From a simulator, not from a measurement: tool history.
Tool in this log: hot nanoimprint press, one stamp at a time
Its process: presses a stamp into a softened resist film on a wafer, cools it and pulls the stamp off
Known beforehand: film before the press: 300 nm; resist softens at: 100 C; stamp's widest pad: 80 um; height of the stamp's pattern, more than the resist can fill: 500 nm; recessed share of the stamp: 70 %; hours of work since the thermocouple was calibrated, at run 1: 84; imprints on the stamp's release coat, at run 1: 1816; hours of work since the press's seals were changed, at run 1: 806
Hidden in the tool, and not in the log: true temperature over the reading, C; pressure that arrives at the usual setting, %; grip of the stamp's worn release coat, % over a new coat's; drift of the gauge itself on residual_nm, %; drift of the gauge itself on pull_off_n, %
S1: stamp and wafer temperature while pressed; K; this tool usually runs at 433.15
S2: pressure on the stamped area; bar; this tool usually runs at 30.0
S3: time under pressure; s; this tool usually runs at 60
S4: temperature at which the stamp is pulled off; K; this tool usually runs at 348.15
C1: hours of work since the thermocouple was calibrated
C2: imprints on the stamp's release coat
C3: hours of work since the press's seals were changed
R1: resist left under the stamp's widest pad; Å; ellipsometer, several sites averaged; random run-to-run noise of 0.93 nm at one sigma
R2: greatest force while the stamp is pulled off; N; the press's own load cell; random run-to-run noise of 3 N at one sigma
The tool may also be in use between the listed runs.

run 1 day=0.000 | S1=433.15 S2=30.0 S3=60 S4=348.15 | C1=84 C2=1816 C3=806 | R1=1345 R2=192
run 2 day=0.788 | S1=433.15 S2=30.0 S3=60 S4=348.15 | C1=94 C2=1885 C3=816 | R1=1344 R2=196
run 3 day=1.546 | S1=433.15 S2=30.0 S3=57 S4=348.15 | C1=104 C2=1951 C3=825 | R1=1350 R2=193
run 4 day=3.267 | S1=433.15 S2=30.0 S3=57 S4=348.15 | C1=125 C2=2101 C3=846 | R1=1370 R2=200
-- day=4.425 stamp cleaned and given a new release coat
run 5 day=4.817 | S1=433.15 S2=30.0 S3=57 S4=348.15 | C1=141 C2=35 C3=862 | R1=1385 R2=147
run 6 day=6.621 | S1=433.15 S2=30.0 S3=57 S4=348.15 | C1=163 C2=192 C3=885 | R1=1371 R2=151
run 7 day=7.671 | S1=433.15 S2=30.0 S3=57 S4=348.15 | C1=176 C2=283 C3=898 | R1=1382 R2=152
run 8 day=9.029 | S1=433.15 S2=30.0 S3=57 S4=348.15 | C1=193 C2=402 C3=914 | R1=1410 R2=157
run 9 day=10.708 | S1=440.15 S2=30.0 S3=60 S4=348.15 | C1=214 C2=548 C3=935 | R1=1045 R2=157
run 10 day=11.750 | S1=440.15 S2=30.0 S3=60 S4=348.15 | C1=227 C2=639 C3=948 | R1=1070 R2=166
run 11 day=13.083 | S1=433.15 S2=30.0 S3=60 S4=342.15 | C1=243 C2=756 C3=965 | R1=1390 R2=181
run 12 day=14.271 | S1=433.15 S2=30.0 S3=60 S4=342.15 | C1=258 C2=859 C3=979 | R1=1396 R2=186
run 13 day=15.462 | S1=433.15 S2=30.0 S3=70 S4=348.15 | C1=273 C2=963 C3=994 | R1=1314 R2=172
run 14 day=16.688 | S1=433.15 S2=30.0 S3=60 S4=348.15 | C1=288 C2=1070 C3=1009 | R1=1389 R2=171
run 15 day=17.904 | S1=433.15 S2=30.0 S3=60 S4=344.15 | C1=303 C2=1176 C3=1024 | R1=1387 R2=190
run 16 day=18.821 | S1=433.15 S2=30.0 S3=60 S4=347.15 | C1=314 C2=1256 C3=1036 | R1=1413 R2=185
run 17 day=19.554 | S1=431.15 S2=29.9 S3=32 S4=347.15 | C1=323 C2=1320 C3=1045 | R1=1830 R2=189
run 18 day=20.621 | S1=433.15 S2=30.0 S3=60 S4=350.15 | C1=336 C2=1413 C3=1058 | R1=1400 R2=177
run 19 day=21.750 | S1=444.15 S2=42.3 S3=118 S4=353.15 | C1=350 C2=1512 C3=1072 | R1=611 R2=176
run 20 day=23.492 | S1=444.15 S2=42.3 S3=118 S4=353.15 | C1=372 C2=1664 C3=1093 | R1=604 R2=178
run 21 day=24.867 | S1=444.15 S2=42.3 S3=118 S4=343.15 | C1=389 C2=1784 C3=1110 | R1=612 R2=211
run 22 day=26.471 | S1=444.15 S2=42.3 S3=118 S4=343.15 | C1=409 C2=1924 C3=1130 | R1=607 R2=220
-- day=26.733 plate thermocouple calibrated
run 23 day=27.704 | S1=433.15 S2=30.0 S3=49 S4=348.15 | C1=12 C2=2020 C3=1144 | R1=1405 R2=197
run 24 day=28.875 | S1=441.15 S2=29.8 S3=109 S4=354.15 | C1=26 C2=2123 C3=1158 | R1=805 R2=178
-- day=29.762 stamp cleaned and given a new release coat
run 25 day=30.333 | S1=422.15 S2=30.0 S3=60 S4=348.15 | C1=41 C2=50 C3=1173 | R1=1990 R2=144
run 26 day=31.779 | S1=433.15 S2=38.2 S3=63 S4=349.15 | C1=59 C2=176 C3=1191 | R1=1154 R2=147
run 27 day=33.371 | S1=433.15 S2=18.9 S3=63 S4=333.15 | C1=79 C2=315 C3=1211 | R1=1685 R2=192
run 28 day=34.654 | S1=433.15 S2=18.9 S3=63 S4=333.15 | C1=95 C2=427 C3=1227 | R1=1691 R2=190
run 29 day=36.412 | S1=434.15 S2=18.5 S3=64 S4=336.15 | C1=117 C2=580 C3=1248 | R1=1635 R2=194

Consider 4 possible next runs. They are alternatives, not a sequence: every one starts from the tool as it was left by run 29. What does each give?
run A day=38.112 | S1=436.15 S2=40.8 S3=60 S4=348.15 | C1=138 C2=728 C3=1269 | R1=? R2=?
run B day=38.112 | S1=424.15 S2=31.1 S3=60 S4=348.15 | C1=138 C2=728 C3=1269 | R1=? R2=?
run C day=38.112 | S1=434.15 S2=24.0 S3=76 S4=336.15 | C1=138 C2=728 C3=1269 | R1=? R2=?
run D day=38.112 | S1=433.15 S2=30.0 S3=60 S4=347.15 | C1=138 C2=728 C3=1269 | R1=? R2=?

run=A R1=1021 R2=166
run=B R1=1857 R2=165
run=C R1=1361 R2=193
run=D R1=1361 R2=166
Take away the tool's hidden state, keep each run's random variation, and the runs would have read:
run=A R1=979 R2=145
run=B R1=1799 R2=145
run=C R1=1320 R2=169
run=D R1=1315 R2=145
